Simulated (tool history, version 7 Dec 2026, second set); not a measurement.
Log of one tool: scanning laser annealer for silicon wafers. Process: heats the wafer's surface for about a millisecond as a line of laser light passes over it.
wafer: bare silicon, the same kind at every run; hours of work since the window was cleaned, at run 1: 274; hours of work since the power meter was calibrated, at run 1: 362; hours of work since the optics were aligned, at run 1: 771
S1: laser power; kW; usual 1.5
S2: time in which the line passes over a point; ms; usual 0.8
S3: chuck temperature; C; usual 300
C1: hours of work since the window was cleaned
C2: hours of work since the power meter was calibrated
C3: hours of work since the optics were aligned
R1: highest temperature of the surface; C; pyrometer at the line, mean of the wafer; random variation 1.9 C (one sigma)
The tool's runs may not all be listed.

run	hour	S1	S2	S3	C1	C2	C3	R1
1	0	1.5	0.8	300	274	362	771	1075
2	15.5	1.5	0.8	331	285	373	782	1104
3	32.2	1.5	0.8	331	297	385	795	1104
4	41.9	1.5	0.8	331	304	392	802	1104
5	52.6	1.5	0.8	331	312	400	809	1104
6	65.2	1.5	0.8	331	321	409	819	1104
7	74.6	1.5	0.8	331	328	416	826	1102
8	87.7	1.5	0.8	331	338	426	835	1101
9	96	1.5	0.8	331	344	432	841	1099
10	107.2	1.5	0.8	312	352	440	849	1083
11	120.6	1.5	0.8	312	362	450	859	1079
12	136.6	1.5	0.8	300	374	462	871	1063
13	147.8	1.5	0.8	300	382	470	879	1065
14	162.1	1.5	0.8	300	392	480	890	1066
15	177.9	1.351	0.8	300	404	492	901	973
16	191.6	1.636	0.8	300	414	502	911	1144
17	201.4	1.5	0.8	300	421	509	919	1062
18	212.8	1.5	0.8	300	430	517	927	1059
# hour 227.8: window over the wafer cleaned
19	229.5	1.425	0.8	314	1	528	938	1023
20	242.6	1.367	0.719	285	11	538	947	924
21	260	1.367	0.719	285	24	551	960	927
22	270.5	1.5	0.616	322	31	558	968	981
23	279	1.279	0.8	300	38	565	974	926
24	288.3	1.279	0.8	300	44	571	981	926
# hour 302.5: optics aligned, line set to its width
# hour 305.6: window over the wafer cleaned, once more
25	311.7	1.575	0.587	290	4	583	5	1027
26	329.6	1.421	0.583	300	18	597	18	955
27	341.7	1.343	0.594	289	26	605	27	903
28	359.6	1.334	0.784	316	40	618	40	1010
29	370.7	1.526	0.632	325	48	627	49	1051
30	384.1	1.526	0.575	301	58	636	58	999
31	401.6	1.307	0.957	331	70	649	71	1079
32	417.1	1.614	0.875	300	82	661	82	1210
33	434.8	1.614	0.875	300	95	674	95	1206
34	445.3	1.614	0.875	300	102	681	103	1209
35	454.9	1.548	0.8	310	109	688	110	1140

Measured less the same run without the tool's hidden state. The same run-to-run variation is in both; the gauge's scatter may not be:
The hidden state here: light that passes the window, % of a clean one's; laser's true power over the reading, %; width of the line over the set one, %; drift of the gauge itself on peak_c, C.
run	R1
1	-36
2	-37
3	-39
4	-39
5	-40
6	-40
7	-41
8	-42
9	-43
10	-43
11	-45
12	-46
13	-46
14	-47
15	-43
16	-55
17	-50
18	-51
19	-54
20	-50
21	-51
22	-53
23	-51
24	-51
25	-3
26	-4
27	-4
28	-6
29	-7
30	-8
31	-9
32	-13
33	-15
34	-16
35	-14
